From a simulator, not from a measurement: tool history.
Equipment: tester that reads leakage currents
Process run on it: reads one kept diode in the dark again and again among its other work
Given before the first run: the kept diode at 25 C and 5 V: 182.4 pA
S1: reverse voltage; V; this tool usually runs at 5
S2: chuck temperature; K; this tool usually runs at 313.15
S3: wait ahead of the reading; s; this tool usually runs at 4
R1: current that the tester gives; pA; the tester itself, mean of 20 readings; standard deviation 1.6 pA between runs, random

| run | hour | S1 | S2 | S3 | R1 |
|---|---|---|---|---|---|
| 1 | 0 | 5 | 313.15 | 4 | 573.44 |
| 2 | 31.7 | 5 | 313.15 | 4 | 571.45 |
| 3 | 64.5 | 5 | 313.15 | 4 | 572.28 |
| 4 | 111 | 5 | 313.15 | 4 | 573.32 |
| 5 | 164.3 | 4.25 | 313.15 | 4 | 545.32 |
| 6 | 212.6 | 5 | 313.15 | 1.64 | 576.27 |
| 7 | 253.6 | 5 | 313.15 | 1.64 | 576.65 |
| 8 | 278.6 | 5 | 313.15 | 1.64 | 577.22 |
| 9 | 322 | 5 | 313.15 | 1.64 | 577.8 |
|  | 350.9 | chuck's temperature calibrated |
| 10 | 366.2 | 5 | 313.15 | 1.64 | 527.34 |
| 11 | 425.1 | 5 | 313.15 | 1.64 | 530.86 |
| 12 | 456.5 | 5 | 313.15 | 4 | 529.88 |
| 13 | 505.5 | 5 | 313.15 | 4 | 532.37 |
| 14 | 556.7 | 5 | 298.15 | 4 | 181.93 |
| 15 | 583.9 | 5 | 313.15 | 1.94 | 533.13 |
| 16 | 623.9 | 2.76 | 313.15 | 4 | 447.98 |
| 17 | 660.7 | 2.76 | 313.15 | 4 | 446.99 |
| 18 | 706.2 | 2.76 | 313.15 | 4 | 445.17 |
| 19 | 738.9 | 2.76 | 313.15 | 4 | 446.2 |
| 20 | 791.3 | 2.76 | 313.15 | 4 | 447.51 |
| 21 | 838.7 | 5.64 | 298.15 | 1.27 | 191.24 |
| 22 | 875.3 | 16.64 | 299.15 | 1.07 | 292 |
| 23 | 918.5 | 4.78 | 318.15 | 4 | 743.73 |
| 24 | 973.3 | 4.78 | 318.15 | 4 | 744.55 |
| 25 | 1017.6 | 4.78 | 318.15 | 4 | 744.9 |
| 26 | 1048.1 | 1.57 | 326.15 | 0.51 | 891.88 |
| 27 | 1094.9 | 1.96 | 332.15 | 4 | 1382.78 |
| 28 | 1135.8 | 1.84 | 332.15 | 4.09 | 1358.09 |
| 29 | 1161 | 12.04 | 293.15 | 1.04 | 172.72 |
| 30 | 1186.7 | 12.04 | 315.15 | 0.64 | 813.73 |
| 31 | 1216.8 | 4.15 | 324.15 | 4.9 | 1057.28 |
| 32 | 1269.7 | 4.15 | 311.15 | 4.9 | 448.7 |
| 33 | 1326.4 | 18.89 | 304.15 | 2.74 | 443.71 |
| 34 | 1372.6 | 1.11 | 313.15 | 6.04 | 344.97 |
| 35 | 1396.5 | 14.08 | 310.15 | 0.42 | 615.19 |
| 36 | 1445.2 | 5 | 313.15 | 1.39 | 548.01 |
| 37 | 1493.5 | 5.63 | 313.15 | 0.91 | 566.63 |
| 38 | 1542.1 | 4.46 | 309.15 | 1.03 | 402.05 |
| 39 | 1588.1 | 11.72 | 313.15 | 1.44 | 714.78 |

3 ways to go on from here, each from the tool as it stands after run 39. What would each give?
| A | 1621.1 | 5 | 313.15 | 2.35 | ? |
| B | 1621.1 | 3.12 | 313.15 | 0.67 | ? |
| C | 1621.1 | 10.12 | 302.15 | 1.44 | ? |

| run | R1 |
|---|---|
| A | 551.6 |
| B | 477.82 |
| C | 319.6 |
With no hidden state in the tool, these same runs would have given:
| run | R1 |
|---|---|
| A | 538.36 |
| B | 467.48 |
| C | 304.59 |
